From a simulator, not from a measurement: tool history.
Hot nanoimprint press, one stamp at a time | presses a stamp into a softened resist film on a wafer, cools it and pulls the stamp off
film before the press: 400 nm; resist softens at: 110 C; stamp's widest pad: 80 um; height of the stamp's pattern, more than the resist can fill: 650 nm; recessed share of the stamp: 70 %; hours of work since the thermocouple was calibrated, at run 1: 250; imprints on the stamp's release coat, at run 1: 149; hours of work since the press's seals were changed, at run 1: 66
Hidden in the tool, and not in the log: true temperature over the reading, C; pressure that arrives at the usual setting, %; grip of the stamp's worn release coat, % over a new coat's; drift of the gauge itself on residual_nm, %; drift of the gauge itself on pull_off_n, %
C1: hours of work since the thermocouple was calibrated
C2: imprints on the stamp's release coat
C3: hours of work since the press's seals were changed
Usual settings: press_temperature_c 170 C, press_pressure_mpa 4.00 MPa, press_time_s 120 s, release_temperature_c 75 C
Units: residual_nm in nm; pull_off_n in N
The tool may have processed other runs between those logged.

run 1 hour=0.0 | press_temperature_c=170 press_pressure_mpa=4.00 press_time_s=120 release_temperature_c=75 | C1=250 C2=149 C3=66 | residual_nm=217.3 pull_off_n=124
run 2 hour=14.3 | press_temperature_c=170 press_pressure_mpa=2.42 press_time_s=120 release_temperature_c=75 | C1=257 C2=209 C3=74 | residual_nm=253.8 pull_off_n=124
run 3 hour=27.3 | press_temperature_c=170 press_pressure_mpa=2.42 press_time_s=120 release_temperature_c=75 | C1=265 C2=263 C3=81 | residual_nm=258.9 pull_off_n=129
run 4 hour=39.0 | press_temperature_c=170 press_pressure_mpa=4.00 press_time_s=120 release_temperature_c=75 | C1=271 C2=312 C3=87 | residual_nm=215.0 pull_off_n=123
run 5 hour=53.6 | press_temperature_c=170 press_pressure_mpa=4.29 press_time_s=120 release_temperature_c=75 | C1=279 C2=373 C3=95 | residual_nm=210.8 pull_off_n=124
run 6 hour=69.5 | press_temperature_c=170 press_pressure_mpa=4.29 press_time_s=120 release_temperature_c=75 | C1=288 C2=439 C3=104 | residual_nm=212.6 pull_off_n=129
run 7 hour=86.6 | press_temperature_c=170 press_pressure_mpa=4.29 press_time_s=120 release_temperature_c=75 | C1=297 C2=510 C3=113 | residual_nm=209.6 pull_off_n=130
run 8 hour=100.6 | press_temperature_c=170 press_pressure_mpa=2.71 press_time_s=120 release_temperature_c=72 | C1=305 C2=568 C3=121 | residual_nm=245.1 pull_off_n=132
run 9 hour=118.4 | press_temperature_c=170 press_pressure_mpa=4.00 press_time_s=213 release_temperature_c=65 | C1=314 C2=642 C3=131 | residual_nm=171.3 pull_off_n=152
run 10 hour=142.0 | press_temperature_c=170 press_pressure_mpa=3.13 press_time_s=93 release_temperature_c=79 | C1=327 C2=741 C3=143 | residual_nm=257.0 pull_off_n=122
run 11 hour=160.0 | press_temperature_c=170 press_pressure_mpa=3.13 press_time_s=183 release_temperature_c=78 | C1=337 C2=816 C3=153 | residual_nm=201.7 pull_off_n=126
run 12 hour=171.0 | press_temperature_c=170 press_pressure_mpa=4.00 press_time_s=120 release_temperature_c=77 | C1=343 C2=862 C3=159 | residual_nm=214.9 pull_off_n=126

Below are 3 alternative next runs, each starting from the tool's condition after run 12. Predict each:
run A hour=189.5 | press_temperature_c=170 press_pressure_mpa=3.89 press_time_s=120 release_temperature_c=63 | C1=353 C2=939 C3=169 | residual_nm=? pull_off_n=?
run B hour=189.5 | press_temperature_c=161 press_pressure_mpa=4.00 press_time_s=61 release_temperature_c=77 | C1=353 C2=939 C3=169 | residual_nm=? pull_off_n=?
run C hour=189.5 | press_temperature_c=170 press_pressure_mpa=2.73 press_time_s=64 release_temperature_c=77 | C1=353 C2=939 C3=169 | residual_nm=? pull_off_n=?

run=A residual_nm=216.2 pull_off_n=161
run=B residual_nm=350.3 pull_off_n=128
run=C residual_nm=287.4 pull_off_n=128
Take away the tool's hidden state, keep each run's random variation, and the runs would have read:
run=A residual_nm=230.6 pull_off_n=152
run=B residual_nm=359.1 pull_off_n=121
run=C residual_nm=300.0 pull_off_n=121
